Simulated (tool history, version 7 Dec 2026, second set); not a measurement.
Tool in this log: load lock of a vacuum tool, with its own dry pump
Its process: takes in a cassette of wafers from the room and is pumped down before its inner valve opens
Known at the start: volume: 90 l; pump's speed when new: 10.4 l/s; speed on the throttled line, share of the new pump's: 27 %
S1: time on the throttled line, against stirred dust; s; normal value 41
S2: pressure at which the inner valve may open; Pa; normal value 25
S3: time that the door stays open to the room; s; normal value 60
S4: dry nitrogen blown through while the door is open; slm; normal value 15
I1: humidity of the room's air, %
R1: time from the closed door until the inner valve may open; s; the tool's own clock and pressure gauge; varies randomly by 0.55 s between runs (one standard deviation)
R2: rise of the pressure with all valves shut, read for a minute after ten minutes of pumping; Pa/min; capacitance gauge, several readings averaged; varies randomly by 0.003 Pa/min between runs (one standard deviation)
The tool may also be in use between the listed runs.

Run 1, hour 0: usual settings; I1 43.9. Result: R1 105.3 s, R2 0.077 Pa/min.
Run 2, hour 92.4: usual settings; I1 45. Result: R1 103.9 s, R2 0.078 Pa/min.
Run 3, hour 174.7: usual settings; I1 47.1. Result: R1 105.2 s, R2 0.08 Pa/min.
Run 4, hour 303.1: usual settings but S4 28 slm; I1 43.6. Result: R1 105.4 s, R2 0.074 Pa/min.
Run 5, hour 377.7: usual settings but S4 28 slm; I1 40.8. Result: R1 104.5 s, R2 0.082 Pa/min.
Run 6, hour 495.3: usual settings but S4 28 slm; I1 46. Result: R1 106.6 s, R2 0.078 Pa/min.
Run 7, hour 563.4: usual settings but S4 28 slm; I1 44.4. Result: R1 105.8 s, R2 0.078 Pa/min.
Run 8, hour 694.6: usual settings but S1 34 s, S2 28 Pa, S3 35 s; I1 44.3. Result: R1 99.2 s, R2 0.081 Pa/min.
Run 9, hour 761: usual settings but S1 26 s, S2 44 Pa, S4 29 slm; I1 43.2. Result: R1 89.3 s, R2 0.09 Pa/min.
Run 10, hour 868.2: usual settings but S1 26 s, S2 44 Pa, S4 29 slm; I1 47.3. Result: R1 89.6 s, R2 0.092 Pa/min.
Run 11, hour 992.5: usual settings but S1 48 s, S3 49 s, S4 8 slm; I1 43.6. Result: R1 111 s, R2 0.091 Pa/min.
Run 12, hour 1080.4: usual settings but S1 29 s, S2 31 Pa, S4 4 slm; I1 46.9. Result: R1 95.1 s, R2 0.103 Pa/min.
Run 13, hour 1141: usual settings but S3 153 s, S4 8 slm; I1 48.8. Result: R1 106.8 s, R2 0.127 Pa/min.
Run 14, hour 1206: usual settings but S3 153 s, S4 8 slm; I1 43.9. Result: R1 105 s, R2 0.119 Pa/min.

Predict each of these 3 candidate next runs independently; none follows another, all start after run 14:
Run A, hour 1276: usual settings but S1 66 s, S2 29 Pa, S3 153 s, S4 28 slm; I1 46.3. Result: R1 ?, R2 ?.
Run B, hour 1276: usual settings but S2 26 Pa; I1 42.6. Result: R1 ?, R2 ?.
Run C, hour 1276: usual settings but S1 34 s, S3 153 s, S4 12 slm; I1 45.1. Result: R1 ?, R2 ?.

run     R1     R2
  A  123.6  0.108
  B  105.8  0.105
  C  100.6  0.114
Take away the tool's hidden state, keep each run's random variation, and the runs would have read:
run     R1     R2
  A    120  0.026
  B  101.7  0.025
  C   96.4  0.034
